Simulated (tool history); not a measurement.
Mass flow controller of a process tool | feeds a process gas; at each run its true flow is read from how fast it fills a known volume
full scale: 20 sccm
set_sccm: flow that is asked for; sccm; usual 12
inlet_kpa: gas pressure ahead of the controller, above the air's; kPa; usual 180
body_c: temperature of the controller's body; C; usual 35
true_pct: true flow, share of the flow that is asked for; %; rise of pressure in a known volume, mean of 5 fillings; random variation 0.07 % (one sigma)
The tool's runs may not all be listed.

run,hour,set_sccm,inlet_kpa,body_c,true_pct
1,0.0,12,180,35,98.37
2,328.6,12,180,35,98.32
3,641.5,12,180,35,98.36
4,1165.7,12,180,35,98.34
5,1573.1,12,180,35,98.24
6,1919.0,12,180,35,98.35
7,2242.9,12,180,35,98.28
8,2756.8,12,180,35,98.35
# hour 2782.4: controller's zero set anew
9,3167.3,2,180,35,106.79
10,3570.6,2,180,35,106.89
# hour 3834.4: controller's zero set anew, once more
11,3995.4,2,180,35,96.77
12,4362.4,2,151,26,97.83
13,4731.9,2,151,26,98.08
14,5137.5,8,195,35,96.75
15,5429.2,12,238,23,98.48

3 ways to go on from here, each from the tool as it stands after run 15. What would each give?
A,5947.2,8,157,28,?
B,5947.2,10,228,27,?
C,5947.2,9,165,31,?

run,true_pct
A,97.53
B,97.86
C,97.13
Without the tool's hidden state the same runs would have given:
run,true_pct
A,99.20
B,99.62
C,98.85

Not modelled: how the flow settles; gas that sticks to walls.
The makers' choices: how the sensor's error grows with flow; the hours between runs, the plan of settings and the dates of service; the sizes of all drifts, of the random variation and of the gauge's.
